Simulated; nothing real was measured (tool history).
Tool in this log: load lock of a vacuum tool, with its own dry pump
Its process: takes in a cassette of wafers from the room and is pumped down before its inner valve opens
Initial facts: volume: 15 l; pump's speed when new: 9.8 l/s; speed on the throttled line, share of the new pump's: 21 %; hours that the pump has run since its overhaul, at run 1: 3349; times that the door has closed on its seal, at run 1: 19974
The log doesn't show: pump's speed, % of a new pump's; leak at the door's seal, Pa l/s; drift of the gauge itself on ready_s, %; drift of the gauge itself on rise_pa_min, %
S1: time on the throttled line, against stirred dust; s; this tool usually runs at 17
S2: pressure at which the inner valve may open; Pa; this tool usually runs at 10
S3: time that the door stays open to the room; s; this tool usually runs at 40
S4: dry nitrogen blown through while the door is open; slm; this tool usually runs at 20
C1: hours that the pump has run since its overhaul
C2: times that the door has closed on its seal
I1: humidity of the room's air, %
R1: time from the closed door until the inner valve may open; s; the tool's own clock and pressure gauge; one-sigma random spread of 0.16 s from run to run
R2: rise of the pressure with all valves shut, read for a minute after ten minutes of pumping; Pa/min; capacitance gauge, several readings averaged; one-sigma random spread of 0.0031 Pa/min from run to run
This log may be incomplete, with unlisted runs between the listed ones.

run 1 hour=0.0 | S1=17 S2=10 S3=40 S4=20 | C1=3349 C2=19974 | I1=44.9 | R1=27.4 R2=0.063
run 2 hour=232.0 | S1=19 S2=10 S3=40 S4=20 | C1=3581 C2=20917 | I1=45.0 | R1=29.1 R2=0.055
run 3 hour=418.0 | S1=19 S2=10 S3=40 S4=20 | C1=3767 C2=21673 | I1=44.4 | R1=29.1 R2=0.059
run 4 hour=514.4 | S1=19 S2=10 S3=42 S4=20 | C1=3864 C2=22065 | I1=45.6 | R1=29.3 R2=0.065
run 5 hour=686.7 | S1=19 S2=10 S3=42 S4=20 | C1=4036 C2=22765 | I1=45.4 | R1=29.1 R2=0.063
run 6 hour=888.6 | S1=19 S2=10 S3=42 S4=20 | C1=4238 C2=23586 | I1=46.1 | R1=28.9 R2=0.069
run 7 hour=1079.9 | S1=17 S2=10 S3=40 S4=15 | C1=4429 C2=24363 | I1=45.3 | R1=27.5 R2=0.061
run 8 hour=1272.1 | S1=17 S2=10 S3=27 S4=20 | C1=4621 C2=25145 | I1=46.0 | R1=27.6 R2=0.049
run 9 hour=1472.5 | S1=17 S2=10 S3=27 S4=20 | C1=4822 C2=25959 | I1=43.8 | R1=27.1 R2=0.053
run 10 hour=1622.3 | S1=19 S2=10 S3=27 S4=20 | C1=4971 C2=26568 | I1=47.2 | R1=28.8 R2=0.052
run 11 hour=1796.2 | S1=11 S2=10 S3=40 S4=20 | C1=5145 C2=27275 | I1=46.1 | R1=22.8 R2=0.066
run 12 hour=2015.0 | S1=11 S2=10 S3=40 S4=20 | C1=5364 C2=28164 | I1=43.9 | R1=22.7 R2=0.062
run 13 hour=2177.9 | S1=17 S2=10 S3=141 S4=20 | C1=5527 C2=28827 | I1=43.8 | R1=27.4 R2=0.090
run 14 hour=2389.6 | S1=17 S2=10 S3=141 S4=20 | C1=5739 C2=29687 | I1=46.2 | R1=28.0 R2=0.093
run 15 hour=2541.7 | S1=17 S2=10 S3=40 S4=20 | C1=5891 C2=30306 | I1=42.9 | R1=27.4 R2=0.060
run 16 hour=2663.2 | S1=17 S2=10 S3=40 S4=20 | C1=6012 C2=30799 | I1=45.0 | R1=27.5 R2=0.062
run 17 hour=2772.1 | S1=17 S2=10 S3=40 S4=20 | C1=6121 C2=31242 | I1=42.6 | R1=27.7 R2=0.062
run 18 hour=2932.9 | S1=17 S2=10 S3=40 S4=20 | C1=6282 C2=31896 | I1=45.7 | R1=28.0 R2=0.061
run 19 hour=3073.4 | S1=17 S2=10 S3=40 S4=20 | C1=6423 C2=32467 | I1=44.5 | R1=27.9 R2=0.059
run 20 hour=3279.6 | S1=17 S2=14 S3=40 S4=20 | C1=6629 C2=33305 | I1=49.4 | R1=27.0 R2=0.069
run 21 hour=3376.3 | S1=23 S2=7 S3=40 S4=6 | C1=6725 C2=33698 | I1=48.8 | R1=32.8 R2=0.083
run 22 hour=3589.6 | S1=8 S2=10 S3=40 S4=20 | C1=6939 C2=34565 | I1=45.1 | R1=20.5 R2=0.062
run 23 hour=3723.7 | S1=8 S2=10 S3=40 S4=20 | C1=7073 C2=35110 | I1=42.6 | R1=20.8 R2=0.055
run 24 hour=3886.3 | S1=17 S2=10 S3=110 S4=20 | C1=7235 C2=35771 | I1=44.1 | R1=27.5 R2=0.084
run 25 hour=4090.9 | S1=15 S2=12 S3=104 S4=4 | C1=7440 C2=36603 | I1=42.1 | R1=25.6 R2=0.107
run 26 hour=4234.0 | S1=34 S2=13 S3=228 S4=16 | C1=7583 C2=37185 | I1=42.8 | R1=40.8 R2=0.115
run 27 hour=4465.7 | S1=34 S2=13 S3=228 S4=16 | C1=7815 C2=38126 | I1=49.2 | R1=40.6 R2=0.130
run 28 hour=4636.2 | S1=34 S2=13 S3=228 S4=16 | C1=7985 C2=38819 | I1=47.4 | R1=40.1 R2=0.129
run 29 hour=4739.7 | S1=34 S2=13 S3=228 S4=16 | C1=8089 C2=39240 | I1=46.6 | R1=40.6 R2=0.124
run 30 hour=4903.0 | S1=10 S2=14 S3=231 S4=9 | C1=8252 C2=39904 | I1=43.4 | R1=21.6 R2=0.136
run 31 hour=5052.4 | S1=10 S2=14 S3=231 S4=9 | C1=8402 C2=40511 | I1=47.5 | R1=21.4 R2=0.148
run 32 hour=5216.3 | S1=17 S2=10 S3=76 S4=5 | C1=8565 C2=41177 | I1=44.7 | R1=27.4 R2=0.100
run 33 hour=5350.7 | S1=17 S2=10 S3=76 S4=5 | C1=8700 C2=41724 | I1=45.8 | R1=27.4 R2=0.107
run 34 hour=5535.5 | S1=17 S2=10 S3=76 S4=5 | C1=8885 C2=42475 | I1=41.3 | R1=27.7 R2=0.098
run 35 hour=5660.9 | S1=17 S2=10 S3=76 S4=5 | C1=9010 C2=42985 | I1=46.6 | R1=27.5 R2=0.109
run 36 hour=5791.0 | S1=17 S2=10 S3=76 S4=5 | C1=9140 C2=43514 | I1=46.7 | R1=27.8 R2=0.108
run 37 hour=5946.4 | S1=9 S2=10 S3=47 S4=8 | C1=9295 C2=44145 | I1=43.6 | R1=21.4 R2=0.072
run 38 hour=6138.7 | S1=9 S2=10 S3=47 S4=8 | C1=9488 C2=44927 | I1=41.8 | R1=21.4 R2=0.073

3 ways to go on from here, each from the tool as it stands after run 38. What would each give?
run A hour=6265.9 | S1=9 S2=8 S3=57 S4=14 | C1=9615 C2=45444 | I1=46.3 | R1=? R2=?
run B hour=6265.9 | S1=9 S2=8 S3=47 S4=14 | C1=9615 C2=45444 | I1=44.4 | R1=? R2=?
run C hour=6265.9 | S1=8 S2=10 S3=52 S4=16 | C1=9615 C2=45444 | I1=45.6 | R1=? R2=?

run=A R1=21.8 R2=0.078
run=B R1=21.6 R2=0.071
run=C R1=20.6 R2=0.068
Without the tool's hidden state the same runs would have given:
run=A R1=21.8 R2=0.077
run=B R1=21.6 R2=0.070
run=C R1=20.6 R2=0.067
